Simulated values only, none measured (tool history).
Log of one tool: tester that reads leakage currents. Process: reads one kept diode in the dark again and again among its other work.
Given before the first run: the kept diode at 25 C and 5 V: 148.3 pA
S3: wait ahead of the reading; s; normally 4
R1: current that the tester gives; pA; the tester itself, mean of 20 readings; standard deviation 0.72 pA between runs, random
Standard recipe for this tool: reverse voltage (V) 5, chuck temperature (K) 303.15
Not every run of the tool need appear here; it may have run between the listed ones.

Run 1, day 0: usual settings. Result: R1 232.09 pA.
Run 2, day 1.954: usual settings. Result: R1 230.19 pA.
Run 3, day 5.338: usual settings. Result: R1 228.26 pA.
Run 4, day 8.342: usual settings. Result: R1 226.6 pA.
Run 5, day 10.412: usual settings but reverse voltage (V) 1.27. Result: R1 141.42 pA.
Run 6, day 12.083: usual settings. Result: R1 226.33 pA.
Run 7, day 14.592: usual settings but reverse voltage (V) 16.72, S3 0.7 s. Result: R1 353.75 pA.
Run 8, day 16.746: usual settings but reverse voltage (V) 16.72, S3 0.7 s. Result: R1 354.52 pA.
Run 9, day 18.25: usual settings but reverse voltage (V) 2, chuck temperature (K) 318.15, S3 1.28 s. Result: R1 607.14 pA.
Run 10, day 20.796: usual settings but chuck temperature (K) 299.15, S3 0.83 s. Result: R1 155.44 pA.
Run 11, day 22.529: usual settings but chuck temperature (K) 299.15, S3 0.83 s. Result: R1 155.38 pA.
Run 12, day 25.083: usual settings but chuck temperature (K) 299.15, S3 0.83 s. Result: R1 154.31 pA.

4 options for the next run, each taken on its own from the tool as it stands now. Forecast them:
Run A, day 27.033: usual settings but reverse voltage (V) 6.26. Result: R1 ?.
Run B, day 27.033: usual settings but chuck temperature (K) 300.15, S3 0.83 s. Result: R1 ?.
Run C, day 27.033: usual settings but reverse voltage (V) 12.71, chuck temperature (K) 301.15, S3 0.85 s. Result: R1 ?.
Run D, day 27.033: usual settings but reverse voltage (V) 7.03, chuck temperature (K) 301.15, S3 2.62 s. Result: R1 ?.

run      R1
  A  238.42
  B  167.82
  C  262.55
  D  208.07
Without the tool's unlogged condition, the same runs would have read:
run      R1
  A  257.15
  B  179.99
  C  269.35
  D  221.01
